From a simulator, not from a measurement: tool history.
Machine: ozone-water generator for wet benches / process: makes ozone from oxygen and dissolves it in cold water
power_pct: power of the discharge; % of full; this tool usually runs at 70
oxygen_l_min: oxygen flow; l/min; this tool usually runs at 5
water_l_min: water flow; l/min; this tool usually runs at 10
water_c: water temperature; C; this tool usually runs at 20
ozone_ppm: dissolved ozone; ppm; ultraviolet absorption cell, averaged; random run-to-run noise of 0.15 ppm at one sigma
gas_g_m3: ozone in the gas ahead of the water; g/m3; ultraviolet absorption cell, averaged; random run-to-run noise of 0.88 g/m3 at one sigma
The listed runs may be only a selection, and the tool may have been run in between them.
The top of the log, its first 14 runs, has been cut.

run,hour,power_pct,oxygen_l_min,water_l_min,water_c,hours of work since the electrodes were changed,hours of work since the contactor was cleaned,hours of work since the thermometer was calibrated,ozone_ppm,gas_g_m3
15,1865.3,70,5,10,20,7296,1574,941,18.6,145.6
16,2024.8,70,5,10,20,7431,1708,1076,18.5,145.9
17,2185.3,70,5,10,20,7566,1844,1211,18.7,144.8
18,2311.2,41,4.94,10,16,7672,1950,1317,13.2,94.7
19,2416.3,54,4.94,6,16,7761,2039,1406,22.7,119
20,2561,62,4.94,6,28,7883,2161,1528,18.7,132.5
21,2645.3,62,4.94,6,28,7954,2232,1599,18.6,131.5
22,2779.4,65,5,7,13,8068,2345,1713,25.5,135.9
23,2866.7,65,4.26,13,13,8141,2419,1786,16.2,146.6
24,2970.3,50,5,7,21,8229,2506,1874,17.3,110.4
25,3050.3,50,5,7,21,8296,2574,1941,17.3,110.2
26,3134.7,43,8.96,7,20,8367,2645,2012,13.7,74.9
27,3280,43,8.96,7,20,8490,2768,2135,13.8,75.6
28,3381.9,82,7.01,12,20,8576,2854,2221,18.7,142.4
29,3551.4,70,3.5,10,20,8719,2997,2364,18.9,172
30,3638.8,70,8.01,10,14,8793,3070,2438,20.6,118.3
# hour 3709.5: contactor cleaned
31,3714.2,70,8.01,10,14,8853,4,2498,19.9,118.2
32,3830.8,70,8.01,10,14,8951,102,2596,20.4,118.1

5 ways to go on from here, each from the tool as it stands after run 32. What would each give?
A,3937,86,3.83,6,20,9041,192,2686,?,?
B,3937,70,3.34,10,20,9041,192,2686,?,?
C,3937,70,8.21,7,16,9041,192,2686,?,?
D,3937,70,4.09,16,14,9041,192,2686,?,?
E,3937,49,4.91,10,15,9041,192,2686,?,?

run,ozone_ppm,gas_g_m3
A,31.1,192.1
B,18.7,172.9
C,23.6,118.2
D,14,158.6
E,15.7,109.7
Without the tool's unlogged condition, the same runs would have read:
run,ozone_ppm,gas_g_m3
A,31.2,192.7
B,18.7,173.4
C,23.6,118.5
D,14,159
E,15.7,109.9

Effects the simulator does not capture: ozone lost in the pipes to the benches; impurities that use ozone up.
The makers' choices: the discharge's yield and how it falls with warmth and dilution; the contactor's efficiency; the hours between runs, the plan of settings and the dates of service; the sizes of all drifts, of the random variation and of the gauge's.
